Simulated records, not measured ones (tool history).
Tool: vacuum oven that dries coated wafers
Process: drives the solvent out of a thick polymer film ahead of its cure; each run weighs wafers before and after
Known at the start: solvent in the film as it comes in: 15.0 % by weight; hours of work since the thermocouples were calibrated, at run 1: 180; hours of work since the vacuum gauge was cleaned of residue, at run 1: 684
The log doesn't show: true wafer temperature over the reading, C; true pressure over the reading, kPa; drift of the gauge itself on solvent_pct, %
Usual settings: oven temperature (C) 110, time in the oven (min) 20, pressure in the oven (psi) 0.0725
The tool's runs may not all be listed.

run     day  oven temperature (C)  time in the oven (min)  pressure in the oven (psi)  hours of work since the thermocouples were calibrated  hours of work since the vacuum gauge was cleaned of residue  solvent left in the film (%)
  1       0                   110                      20                      0.0725                                                    180                                                          684                          0.76
  2   0.967                   110                      20                      0.0725                                                    198                                                          703                          0.74
  3   1.929                   110                      20                      0.0725                                                    216                                                          721                          0.72
  4   2.867                   110                      20                      0.0725                                                    234                                                          739                          0.71
  5   3.696                   110                      20                      0.0725                                                    249                                                          754                          0.74
  6     4.7                   110                      20                      0.0725                                                    268                                                          773                          0.72
  7    5.45                   110                      20                      0.0725                                                    282                                                          787                          0.78
      5.579  -- oven's thermocouples calibrated
  8   6.254                   110                      20                      0.0725                                                     13                                                          801                          0.75
  9   7.146                   110                      20                      0.0725                                                     29                                                          818                          0.76
 10   7.783                   118                      20                      0.0725                                                     41                                                          830                          0.31
 11   8.567                   118                      20                      0.0725                                                     56                                                          844                          0.32
      8.825  -- oven's thermocouples calibrated, once more
 12   9.354                   110                      20                      0.0725                                                     10                                                          858                          0.68
 13   9.892                   120                      20                      0.0725                                                     20                                                          868                          0.28
 14  10.671                   120                      19                      0.0725                                                     35                                                          882                          0.26
 15  11.429                    97                      29                      0.2611                                                     49                                                          897                          2.52
 16  11.992                   107                      16                      0.0783                                                     60                                                          907                          1.61
 17  12.946                   110                      17                       0.115                                                     78                                                          925                          1.08
 18  13.983                   110                      20                      0.0954                                                     97                                                          945                          0.78
 19  14.946                   111                      13                      0.1772                                                    115                                                          963                           1.7
 20  15.617                   111                      13                      0.1772                                                    128                                                          976                          1.71
 21  16.533                   110                      31                      0.0725                                                    145                                                          993                          0.36
 22  17.175                   109                      24                      0.0509                                                    157                                                         1005                          0.54
 23  17.688                   112                      34                      0.0725                                                    167                                                         1015                          0.29
 24  18.567                   114                      34                      0.0772                                                    184                                                         1031                           0.3
 25  19.588                   114                      34                      0.0772                                                    203                                                         1050                          0.35
 26  20.446                   114                      34                      0.0772                                                    219                                                         1067                          0.32

4 ways to go on from here, each from the tool as it stands after run 26. What would each give?
  A  21.242                   114                      19                      0.0772                                                    234                                                         1082                             ?
  B  21.242                   110                      20                      0.2451                                                    234                                                         1082                             ?
  C  21.242                    97                      15                      0.1252                                                    234                                                         1082                             ?
  D  21.242                   114                      11                      0.0547                                                    234                                                         1082                             ?

run  solvent left in the film (%)
  A                          0.51
  B                          1.22
  C                          4.45
  D                          1.44
Without the tool's hidden state the same runs would have given:
run  solvent left in the film (%)
  A                          0.42
  B                          1.12
  C                          4.35
  D                          1.37

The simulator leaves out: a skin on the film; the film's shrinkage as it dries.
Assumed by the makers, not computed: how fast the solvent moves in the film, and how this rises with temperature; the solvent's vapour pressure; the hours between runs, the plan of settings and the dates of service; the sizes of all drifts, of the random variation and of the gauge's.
